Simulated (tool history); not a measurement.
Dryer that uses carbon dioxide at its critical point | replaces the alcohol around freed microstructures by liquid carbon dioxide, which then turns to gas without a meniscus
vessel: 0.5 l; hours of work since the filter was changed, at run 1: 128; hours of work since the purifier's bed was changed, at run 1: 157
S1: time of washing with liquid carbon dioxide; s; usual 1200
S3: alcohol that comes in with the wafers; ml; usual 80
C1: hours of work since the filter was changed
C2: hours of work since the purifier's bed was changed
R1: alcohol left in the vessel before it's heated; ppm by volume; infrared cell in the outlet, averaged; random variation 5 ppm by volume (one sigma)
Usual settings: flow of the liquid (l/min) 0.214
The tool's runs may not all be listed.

{"run": 1, "hour": 0.0, "S1": 1200, "flow of the liquid (l/min)": 0.214, "S3": 80, "C1": 128, "C2": 157, "R1": 86}
{"run": 2, "hour": 7.9, "S1": 1200, "flow of the liquid (l/min)": 0.214, "S3": 80, "C1": 132, "C2": 160, "R1": 91}
{"run": 3, "hour": 17.9, "S1": 1200, "flow of the liquid (l/min)": 0.214, "S3": 80, "C1": 136, "C2": 164, "R1": 74}
{"run": 4, "hour": 28.0, "S1": 1200, "flow of the liquid (l/min)": 0.214, "S3": 31, "C1": 140, "C2": 168, "R1": 41}
{"run": 5, "hour": 33.6, "S1": 1200, "flow of the liquid (l/min)": 0.214, "S3": 22, "C1": 142, "C2": 171, "R1": 41}
{"run": 6, "hour": 44.8, "S1": 1200, "flow of the liquid (l/min)": 0.214, "S3": 80, "C1": 147, "C2": 176, "R1": 82}
{"run": 7, "hour": 53.4, "S1": 1200, "flow of the liquid (l/min)": 0.214, "S3": 80, "C1": 151, "C2": 179, "R1": 96}
{"run": 8, "hour": 60.8, "S1": 1200, "flow of the liquid (l/min)": 0.214, "S3": 97, "C1": 154, "C2": 182, "R1": 96}
{"run": 9, "hour": 72.5, "S1": 1200, "flow of the liquid (l/min)": 0.308, "S3": 80, "C1": 159, "C2": 187, "R1": 23}
{"run": 10, "hour": 81.3, "S1": 1200, "flow of the liquid (l/min)": 0.214, "S3": 80, "C1": 163, "C2": 191, "R1": 87}
{"run": 11, "hour": 89.6, "S1": 1200, "flow of the liquid (l/min)": 0.214, "S3": 80, "C1": 166, "C2": 195, "R1": 97}
{"run": 12, "hour": 99.5, "S1": 1200, "flow of the liquid (l/min)": 0.214, "S3": 105, "C1": 170, "C2": 199, "R1": 121}
{"run": 13, "hour": 104.9, "S1": 1200, "flow of the liquid (l/min)": 0.214, "S3": 80, "C1": 173, "C2": 201, "R1": 97}
{"run": 14, "hour": 113.2, "S1": 1200, "flow of the liquid (l/min)": 0.214, "S3": 80, "C1": 176, "C2": 205, "R1": 88}
{"run": 15, "hour": 118.8, "S1": 1200, "flow of the liquid (l/min)": 0.214, "S3": 80, "C1": 178, "C2": 207, "R1": 88}
{"run": 16, "hour": 126.0, "S1": 1200, "flow of the liquid (l/min)": 0.214, "S3": 80, "C1": 182, "C2": 210, "R1": 88}
{"run": 17, "hour": 130.8, "S1": 1200, "flow of the liquid (l/min)": 0.214, "S3": 80, "C1": 184, "C2": 212, "R1": 102}
{"run": 18, "hour": 137.2, "S1": 1200, "flow of the liquid (l/min)": 0.214, "S3": 80, "C1": 186, "C2": 215, "R1": 112}
{"run": 19, "hour": 146.4, "S1": 1200, "flow of the liquid (l/min)": 0.211, "S3": 80, "C1": 190, "C2": 219, "R1": 113}
{"run": 20, "hour": 154.9, "S1": 1200, "flow of the liquid (l/min)": 0.211, "S3": 80, "C1": 194, "C2": 222, "R1": 106}
{"run": 21, "hour": 162.7, "S1": 1080, "flow of the liquid (l/min)": 0.214, "S3": 80, "C1": 197, "C2": 225, "R1": 197}
{"run": 22, "hour": 173.8, "S1": 1080, "flow of the liquid (l/min)": 0.214, "S3": 80, "C1": 202, "C2": 230, "R1": 195}
{"run": 23, "hour": 184.3, "S1": 1200, "flow of the liquid (l/min)": 0.214, "S3": 80, "C1": 206, "C2": 235, "R1": 110}
{"run": 24, "hour": 190.1, "S1": 1200, "flow of the liquid (l/min)": 0.214, "S3": 118, "C1": 209, "C2": 237, "R1": 147}
{"run": 25, "hour": 196.7, "S1": 1200, "flow of the liquid (l/min)": 0.209, "S3": 80, "C1": 211, "C2": 240, "R1": 112}
{"run": 26, "hour": 205.2, "S1": 1140, "flow of the liquid (l/min)": 0.228, "S3": 80, "C1": 215, "C2": 243, "R1": 105}
{"run": 27, "hour": 215.7, "S1": 1200, "flow of the liquid (l/min)": 0.27, "S3": 39, "C1": 219, "C2": 248, "R1": 37}
{"run": 28, "hour": 224.1, "S1": 780, "flow of the liquid (l/min)": 0.27, "S3": 68, "C1": 223, "C2": 251, "R1": 321}
{"run": 29, "hour": 235.1, "S1": 1320, "flow of the liquid (l/min)": 0.214, "S3": 77, "C1": 228, "C2": 256, "R1": 73}
{"run": 30, "hour": 246.8, "S1": 1860, "flow of the liquid (l/min)": 0.352, "S3": 55, "C1": 233, "C2": 261, "R1": 31}
{"run": 31, "hour": 251.7, "S1": 1260, "flow of the liquid (l/min)": 0.227, "S3": 55, "C1": 235, "C2": 263, "R1": 57}
{"run": 32, "hour": 258.1, "S1": 1200, "flow of the liquid (l/min)": 0.214, "S3": 24, "C1": 237, "C2": 266, "R1": 57}
{"run": 33, "hour": 265.2, "S1": 1620, "flow of the liquid (l/min)": 0.24, "S3": 81, "C1": 240, "C2": 269, "R1": 33}
{"run": 34, "hour": 272.1, "S1": 1200, "flow of the liquid (l/min)": 0.354, "S3": 80, "C1": 243, "C2": 272, "R1": 32}
{"run": 35, "hour": 280.0, "S1": 1200, "flow of the liquid (l/min)": 0.354, "S3": 80, "C1": 247, "C2": 275, "R1": 32}
{"run": 36, "hour": 285.1, "S1": 960, "flow of the liquid (l/min)": 0.224, "S3": 93, "C1": 249, "C2": 277, "R1": 374}
{"run": 37, "hour": 294.7, "S1": 900, "flow of the liquid (l/min)": 0.204, "S3": 80, "C1": 253, "C2": 281, "R1": 749}
{"run": 38, "hour": 302.3, "S1": 900, "flow of the liquid (l/min)": 0.204, "S3": 80, "C1": 256, "C2": 284, "R1": 770}
{"run": 39, "hour": 312.1, "S1": 720, "flow of the liquid (l/min)": 0.228, "S3": 31, "C1": 260, "C2": 289, "R1": 557}
{"run": 40, "hour": 320.5, "S1": 1200, "flow of the liquid (l/min)": 0.154, "S3": 80, "C1": 264, "C2": 292, "R1": 726}
{"run": 41, "hour": 329.9, "S1": 1200, "flow of the liquid (l/min)": 0.154, "S3": 80, "C1": 268, "C2": 296, "R1": 709}
{"run": 42, "hour": 338.6, "S1": 1020, "flow of the liquid (l/min)": 0.214, "S3": 89, "C1": 271, "C2": 300, "R1": 360}
{"run": 43, "hour": 347.2, "S1": 1020, "flow of the liquid (l/min)": 0.214, "S3": 89, "C1": 275, "C2": 304, "R1": 342}
{"run": 44, "hour": 357.5, "S1": 1020, "flow of the liquid (l/min)": 0.214, "S3": 89, "C1": 279, "C2": 308, "R1": 338}
{"run": 45, "hour": 363.0, "S1": 1260, "flow of the liquid (l/min)": 0.202, "S3": 46, "C1": 282, "C2": 310, "R1": 95}
{"run": 46, "hour": 373.9, "S1": 1200, "flow of the liquid (l/min)": 0.214, "S3": 80, "C1": 286, "C2": 315, "R1": 133}
{"run": 47, "hour": 384.3, "S1": 780, "flow of the liquid (l/min)": 0.146, "S3": 80, "C1": 291, "C2": 319, "R1": 5660}
{"run": 48, "hour": 394.0, "S1": 720, "flow of the liquid (l/min)": 0.286, "S3": 21, "C1": 295, "C2": 323, "R1": 156}

Measured less the same run without the tool's hidden state. The same run-to-run variation is in both; the gauge's scatter may not be:
The hidden state here: flow that reaches the vessel past the clogged filter, %; alcohol in the recycled carbon dioxide, ppm; drift of the gauge itself on alcohol_ppm, %.
run=1 R1=+35
run=2 R1=+37
run=3 R1=+38
run=4 R1=+26
run=5 R1=+24
run=6 R1=+41
run=7 R1=+43
run=8 R1=+49
run=9 R1=+20
run=10 R1=+47
run=11 R1=+46
run=12 R1=+56
run=13 R1=+46
run=14 R1=+48
run=15 R1=+50
run=16 R1=+52
run=17 R1=+51
run=18 R1=+53
run=19 R1=+58
run=20 R1=+58
run=21 R1=+89
run=22 R1=+92
run=23 R1=+59
run=24 R1=+77
run=25 R1=+65
run=26 R1=+60
run=27 R1=+29
run=28 R1=+144
run=29 R1=+46
run=30 R1=+27
run=31 R1=+41
run=32 R1=+39
run=33 R1=+30
run=34 R1=+29
run=35 R1=+31
run=36 R1=+183
run=37 R1=+319
run=38 R1=+332
run=39 R1=+229
run=40 R1=+325
run=41 R1=+323
run=42 R1=+183
run=43 R1=+184
run=44 R1=+182
run=45 R1=+64
run=46 R1=+87
run=47 R1=+1794
run=48 R1=+92

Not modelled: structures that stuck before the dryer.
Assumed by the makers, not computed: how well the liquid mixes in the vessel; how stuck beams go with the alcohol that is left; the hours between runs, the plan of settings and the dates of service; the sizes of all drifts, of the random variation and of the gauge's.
